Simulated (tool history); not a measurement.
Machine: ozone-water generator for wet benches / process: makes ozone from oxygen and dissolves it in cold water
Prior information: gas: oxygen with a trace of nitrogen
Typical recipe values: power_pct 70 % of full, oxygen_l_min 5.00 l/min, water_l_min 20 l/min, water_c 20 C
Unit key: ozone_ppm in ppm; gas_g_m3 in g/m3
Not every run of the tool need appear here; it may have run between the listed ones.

run	hour	power_pct	oxygen_l_min	water_l_min	water_c	ozone_ppm	gas_g_m3
1	0.0	70	5.00	20	20	12.1	160.5
2	148.3	70	5.00	20	28	10.5	160.5
3	343.7	70	5.00	20	28	10.7	161.8
4	549.0	70	2.84	20	28	11.3	234.8
5	639.4	70	2.84	20	28	11.6	233.6
6	809.7	70	2.84	20	28	11.5	234.8
# hour 962.6: contactor cleaned
7	1012.2	70	5.14	20	20	12.3	157.6
8	1161.9	70	5.14	20	20	12.1	158.9
9	1382.3	70	5.14	20	20	12.4	157.8
10	1550.2	52	5.00	20	14	10.6	129.7
11	1765.8	52	5.00	20	14	11.0	132.1

For run 12, what comes out?
12	1959.1	52	5.00	20	14	?	?

ozone_ppm: 10.8 ppm
gas_g_m3: 130.7 g/m3
Take away the tool's hidden state, keep the run-to-run variation as it was, and the same run would have given ozone_ppm 10.9 ppm, gas_g_m3 132.1 g/m3.

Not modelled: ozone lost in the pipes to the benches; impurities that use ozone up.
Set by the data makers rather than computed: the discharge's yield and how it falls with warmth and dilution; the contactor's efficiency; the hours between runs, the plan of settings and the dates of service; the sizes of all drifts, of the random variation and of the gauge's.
